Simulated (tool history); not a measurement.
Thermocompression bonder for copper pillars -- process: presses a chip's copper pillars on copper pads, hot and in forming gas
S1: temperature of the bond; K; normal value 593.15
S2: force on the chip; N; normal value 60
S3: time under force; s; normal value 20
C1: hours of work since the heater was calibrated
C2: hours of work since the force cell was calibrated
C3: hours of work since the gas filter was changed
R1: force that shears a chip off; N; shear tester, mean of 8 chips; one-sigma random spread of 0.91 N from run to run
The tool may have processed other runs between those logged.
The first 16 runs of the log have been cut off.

run 17 hour=955.2 | S1=610.15 S2=47 S3=17 | C1=148 C2=311 C3=130 | R1=67.2
run 18 hour=1031.9 | S1=605.15 S2=56 S3=30 | C1=192 C2=355 C3=174 | R1=79.2
run 19 hour=1087.3 | S1=600.15 S2=62 S3=38 | C1=224 C2=387 C3=206 | R1=85.7
run 20 hour=1154.7 | S1=593.15 S2=60 S3=52 | C1=263 C2=426 C3=245 | R1=86.7
-- hour=1179.8 forming gas filter changed
run 21 hour=1193.8 | S1=593.15 S2=60 S3=52 | C1=286 C2=448 C3=8 | R1=97.9
run 22 hour=1249.3 | S1=572.15 S2=50 S3=20 | C1=318 C2=481 C3=40 | R1=56.8
run 23 hour=1332.4 | S1=593.15 S2=84 S3=20 | C1=366 C2=529 C3=88 | R1=85.7
run 24 hour=1370.2 | S1=593.15 S2=84 S3=20 | C1=388 C2=551 C3=110 | R1=84.9
run 25 hour=1413.6 | S1=593.15 S2=84 S3=20 | C1=413 C2=576 C3=135 | R1=84.7
run 26 hour=1486.0 | S1=566.15 S2=84 S3=33 | C1=455 C2=618 C3=177 | R1=79.7
run 27 hour=1552.5 | S1=566.15 S2=84 S3=10 | C1=493 C2=656 C3=216 | R1=52.4
run 28 hour=1593.5 | S1=585.15 S2=73 S3=23 | C1=517 C2=680 C3=240 | R1=72.6
-- hour=1629.0 forming gas filter changed
run 29 hour=1653.2 | S1=563.15 S2=37 S3=10 | C1=551 C2=714 C3=14 | R1=30.5
run 30 hour=1734.8 | S1=593.15 S2=42 S3=11 | C1=599 C2=761 C3=61 | R1=47.1
run 31 hour=1796.0 | S1=613.15 S2=42 S3=20 | C1=634 C2=797 C3=97 | R1=65.6
run 32 hour=1833.2 | S1=565.15 S2=40 S3=20 | C1=656 C2=818 C3=118 | R1=42.9

Branching from run 32: 3 alternative next runs. What would each branch give?
run A hour=1898.0 | S1=563.15 S2=60 S3=28 | C1=693 C2=856 C3=156 | R1=?
run B hour=1898.0 | S1=590.15 S2=60 S3=15 | C1=693 C2=856 C3=156 | R1=?
run C hour=1898.0 | S1=565.15 S2=40 S3=35 | C1=693 C2=856 C3=156 | R1=?

run=A R1=61.7
run=B R1=62.3
run=C R1=53.0
Had the tool no hidden state, the same runs would have come out as:
run=A R1=69.4
run=B R1=69.8
run=C R1=59.7
